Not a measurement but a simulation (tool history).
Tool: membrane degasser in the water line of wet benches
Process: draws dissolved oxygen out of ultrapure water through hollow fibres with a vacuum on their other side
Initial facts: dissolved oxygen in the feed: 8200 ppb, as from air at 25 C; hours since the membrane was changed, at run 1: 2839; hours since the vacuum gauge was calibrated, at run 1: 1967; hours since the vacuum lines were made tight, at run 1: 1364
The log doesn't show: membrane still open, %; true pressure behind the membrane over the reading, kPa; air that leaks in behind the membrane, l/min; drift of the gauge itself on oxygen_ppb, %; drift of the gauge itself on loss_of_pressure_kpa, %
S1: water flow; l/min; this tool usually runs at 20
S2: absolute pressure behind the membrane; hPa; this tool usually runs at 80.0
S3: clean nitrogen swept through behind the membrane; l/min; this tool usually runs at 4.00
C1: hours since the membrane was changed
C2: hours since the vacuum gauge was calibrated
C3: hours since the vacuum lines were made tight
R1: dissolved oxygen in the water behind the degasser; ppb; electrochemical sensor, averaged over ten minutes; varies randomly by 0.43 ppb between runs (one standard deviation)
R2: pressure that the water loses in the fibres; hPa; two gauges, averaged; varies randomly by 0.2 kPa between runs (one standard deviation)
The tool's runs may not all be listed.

run	hour	S1	S2	S3	C1	C2	C3	R1	R2
1	0.0	20	80.0	4.00	2839	1967	1364	67.4	456.1
2	91.5	20	80.0	4.00	2930	2058	1456	66.2	456.8
3	223.2	20	80.0	4.00	3062	2190	1588	67.6	457.7
4	344.9	20	80.0	4.00	3184	2312	1709	67.6	457.4
5	402.7	20	80.0	4.00	3241	2370	1767	67.3	460.1
6	533.6	20	80.0	4.00	3372	2501	1898	67.8	462.9
7	655.4	20	154.5	4.00	3494	2622	2020	156.3	460.7
8	775.3	18	80.0	4.00	3614	2742	2140	58.7	419.2
9	848.4	20	80.0	4.98	3687	2815	2213	56.5	459.6
10	907.7	20	80.0	4.59	3746	2875	2272	60.3	462.6
11	970.7	20	80.0	4.59	3809	2938	2335	61.0	461.4
12	1096.8	20	80.0	1.85	3936	3064	2461	136.6	465.9
13	1200.4	20	80.0	1.85	4039	3167	2565	135.8	465.6
14	1284.4	24	80.0	4.00	4123	3251	2649	90.2	558.2
15	1401.5	24	80.0	4.00	4240	3369	2766	90.5	562.9
# hour 1409.7: vacuum gauge calibrated
16	1493.8	24	80.0	4.00	4332	84	2858	85.5	559.2
17	1561.0	24	187.1	7.40	4399	151	2925	138.4	562.3
18	1691.2	24	187.1	7.40	4529	281	3055	138.9	564.4
19	1778.6	24	187.1	7.40	4617	369	3143	139.9	562.9

Run 20, settings as shown, results not yet in. Your forecast:
20	1886.7	20	123.6	11.59	4725	477	3251	?	?

For run 20 the tool returned R1 46.4 ppb, R2 469.1 hPa.
Without the tool's hidden state the same run would have given R1 43.2 ppb, R2 441.6 hPa.

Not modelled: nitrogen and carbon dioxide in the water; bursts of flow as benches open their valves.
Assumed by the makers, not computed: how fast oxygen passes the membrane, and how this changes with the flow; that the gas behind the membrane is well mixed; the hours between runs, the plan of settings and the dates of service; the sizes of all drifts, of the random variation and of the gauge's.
